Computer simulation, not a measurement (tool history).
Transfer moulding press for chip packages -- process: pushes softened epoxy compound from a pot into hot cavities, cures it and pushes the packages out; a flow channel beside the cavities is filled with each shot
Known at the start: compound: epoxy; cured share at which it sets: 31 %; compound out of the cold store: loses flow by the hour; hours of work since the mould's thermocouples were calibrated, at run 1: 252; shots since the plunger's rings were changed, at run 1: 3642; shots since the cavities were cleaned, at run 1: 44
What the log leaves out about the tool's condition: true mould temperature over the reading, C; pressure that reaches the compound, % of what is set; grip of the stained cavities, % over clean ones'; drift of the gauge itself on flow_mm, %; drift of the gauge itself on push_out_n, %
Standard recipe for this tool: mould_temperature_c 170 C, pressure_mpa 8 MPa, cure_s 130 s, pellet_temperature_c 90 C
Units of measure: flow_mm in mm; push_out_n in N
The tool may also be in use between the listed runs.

run	hour	mould_temperature_c	pressure_mpa	cure_s	pellet_temperature_c	hours of work since the mould's thermocouples were calibrated	shots since the plunger's rings were changed	shots since the cavities were cleaned	incoming compound's hours out of the cold store	flow_mm	push_out_n
1	0	170	8	130	90	252	3642	44	13.7	802	178
2	15.8	170	8	130	90	261	3771	173	42.8	708	174
3	31.5	170	8	130	90	270	3900	302	43.1	689	182
4	46.6	170	8	130	88	279	4023	425	11.4	817	186
5	56.3	170	8	130	90	284	4103	505	38.1	699	182
6	75.2	170	8	130	94	295	4257	659	26.2	751	175
7	88.2	170	8	130	94	302	4364	766	38.7	712	182
8	100.5	170	9.27	130	94	309	4464	866	32.5	796	168
9	109.2	170	6.07	130	94	314	4536	938	46.5	593	171
10	120.9	170	6.07	130	94	321	4632	1034	19	682	172
# hour 133.7: cavities cleaned with cleaning compound and waxed
11	137.1	170	6.07	130	94	329	4751	27	13.2	697	183
12	147.8	170	8	164	90	335	4839	115	35.6	714	164
13	158.9	170	8	130	90	341	4930	206	17.1	789	175
14	167.8	170	8	130	90	346	5003	279	11	816	182
# hour 177.9: plunger's sealing rings changed
15	183.8	170	8	130	90	354	48	389	8.2	826	180
16	204.5	175	8	144	90	366	218	559	30.7	726	174
17	217.6	170	6.79	143	82	373	324	665	30.6	685	170
18	232.9	170	7.96	143	94	382	450	791	44.8	679	174
19	245.7	176	8	130	90	389	554	895	37.2	702	171
20	264.1	176	8	130	90	400	705	1046	43.7	685	177
# hour 275.2: cavities cleaned with cleaning compound and waxed
21	285.9	166	6.81	149	99	411	871	87	36	671	180
22	298.9	166	6.81	149	99	418	978	194	34.8	662	180
23	313.1	174	8	136	90	426	1093	309	30.2	736	166
24	330.1	174	8	136	90	436	1233	449	16.7	791	168
25	344.8	170	6.68	156	83	444	1353	569	18.7	717	171
26	355.1	163	8	130	90	450	1437	653	27.9	763	229
27	370.1	163	8.26	127	91	459	1560	776	21.2	806	244
28	385.7	163	8.26	127	91	468	1687	903	25	794	233

Here are 5 independent what-if runs from the current tool condition. What would each one return?
A	402.3	170	8	121	90	477	1823	1039	8.7	?	?
B	402.3	176	7.56	141	90	477	1823	1039	15.6	?	?
C	402.3	166	8	168	97	477	1823	1039	14	?	?
D	402.3	168	6.46	127	90	477	1823	1039	47.4	?	?
E	402.3	163	8	130	100	477	1823	1039	9.2	?	?

run	flow_mm	push_out_n
A	827	201
B	756	177
C	817	168
D	609	186
E	841	236
Without the tool's unlogged condition, the same runs would have read:
run	flow_mm	push_out_n
A	828	197
B	757	173
C	818	164
D	609	181
E	842	230
